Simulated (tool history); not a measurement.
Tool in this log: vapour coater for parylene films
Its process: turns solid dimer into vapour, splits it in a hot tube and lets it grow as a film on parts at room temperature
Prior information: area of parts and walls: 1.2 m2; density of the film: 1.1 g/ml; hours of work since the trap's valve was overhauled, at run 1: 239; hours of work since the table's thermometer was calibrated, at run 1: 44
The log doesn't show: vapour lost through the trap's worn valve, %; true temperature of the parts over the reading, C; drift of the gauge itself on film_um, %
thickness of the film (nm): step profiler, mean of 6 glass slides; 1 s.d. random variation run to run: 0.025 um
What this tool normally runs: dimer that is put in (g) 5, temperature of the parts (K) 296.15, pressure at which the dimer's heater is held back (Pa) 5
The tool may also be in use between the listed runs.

run	hour	dimer that is put in (g)	temperature of the parts (K)	pressure at which the dimer's heater is held back (Pa)	hours of work since the trap's valve was overhauled	hours of work since the table's thermometer was calibrated	thickness of the film (nm)
1	0	5	296.15	5	239	44	2880
2	31.2	5	296.15	5.44	258	63	2830
3	57.8	5	296.15	3.65	275	79	3120
4	99.1	4	296.15	5	300	104	2250
5	135.8	5	296.15	5	322	127	2820
6	153.7	5	296.15	5	333	138	2840
7	179.6	5	296.15	5	349	154	2830
8	211.8	6	296.15	5	369	173	3390
9	247	6	296.15	5	390	195	3400
10	274.4	6	296.15	5	407	211	3400
11	303.6	5	296.15	11.33	425	229	2320
12	328.5	5	296.15	11.33	440	245	2330
13	357.4	5	293.15	11.33	458	262	2660
14	385.3	2	289.15	3.77	475	279	1390
15	406.5	2	289.15	3.77	488	292	1370
16	450.4	2	289.15	3.77	514	319	1360
# hour 480.2: trap's valve overhauled
17	491.8	7	294.15	11.45	7	342	3730
# hour 495.8: table's thermometer calibrated
18	532	7	294.15	11.45	31	22	3800
# hour 559.4: table's thermometer calibrated, once more
19	567.8	7	294.15	11.45	52	5	3660
20	600.9	7	294.15	2.22	72	25	5190
21	630.5	3	294.15	2.22	91	43	2180
22	663.8	3	298.15	2.22	111	64	1950
23	701.6	5	297.15	2.59	134	87	3280
24	738.5	3	303.15	10.61	157	109	1050
25	772.6	3	303.15	10.61	177	130	1030

Branching from run 25: 3 alternative next runs. What would each branch give?
A	804	3	303.15	7.33	197	149	?
B	804	3	293.15	5	197	149	?
C	804	7	296.15	9.61	197	149	?

run	thickness of the film (nm)
A	1150
B	2000
C	3470
Without the tool's unlogged condition, the same runs would have read:
run	thickness of the film (nm)
A	1180
B	2050
C	3540
